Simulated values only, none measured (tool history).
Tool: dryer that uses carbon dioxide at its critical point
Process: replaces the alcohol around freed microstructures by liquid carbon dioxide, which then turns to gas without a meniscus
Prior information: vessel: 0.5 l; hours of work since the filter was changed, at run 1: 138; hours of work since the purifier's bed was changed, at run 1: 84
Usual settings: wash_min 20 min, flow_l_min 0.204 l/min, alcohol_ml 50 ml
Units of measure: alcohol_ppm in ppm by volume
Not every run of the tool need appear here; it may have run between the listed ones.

run   hour  wash_min  flow_l_min  alcohol_ml  hours of work since the filter was changed  hours of work since the purifier's bed was changed  alcohol_ppm
  1    0.0        20       0.204          50                                         138                                                  84          145
  2   13.2        20       0.204          50                                         143                                                  89          144
  3   25.2        20       0.204          50                                         147                                                  93          155
  4   42.9        20       0.204          50                                         154                                                 100          144
  5   62.7        20       0.204          50                                         161                                                 107          152
  6   76.4        20       0.204          50                                         166                                                 112          156
  7   95.3        20       0.204          25                                         173                                                 119           86
  8  106.7        20       0.204          25                                         177                                                 123           90
  9  128.5        20       0.204          50                                         185                                                 131          167
 10  155.6        20       0.305          50                                         196                                                 141           18
 11  179.8        16       0.278          25                                         204                                                 150           65
 12  206.5        21       0.169          25                                         214                                                 160          208
 13  231.6        30       0.217          28                                         224                                                 169           34
 14  255.3        13       0.125          34                                         232                                                 178         5343
 15  282.7        13       0.192          91                                         243                                                 188         3758
 16  305.7        14       0.230          50                                         251                                                 197          663
     325.9  -- inlet filter changed
 17  333.6        20       0.204          59                                           3                                                 207          135
 18  347.6        20       0.204          59                                           8                                                 212          144
 19  374.7        20       0.141          82                                          18                                                 222         1473

Consider 4 possible next runs. They are alternatives, not a sequence: every one starts from the tool as it was left by run 19. What does each give?
  A  386.0        14       0.141          82                                          22                                                 226            ?
  B  386.0        25       0.204          78                                          22                                                 226            ?
  C  386.0        20       0.204         108                                          22                                                 226            ?
  D  386.0        20       0.204          36                                          22                                                 226            ?

run  alcohol_ppm
  A         6049
  B           58
  C          241
  D           99
With the hidden condition removed and each run's random variation left untouched, the same runs would have given:
run  alcohol_ppm
  A         5666
  B           31
  C          192
  D           67
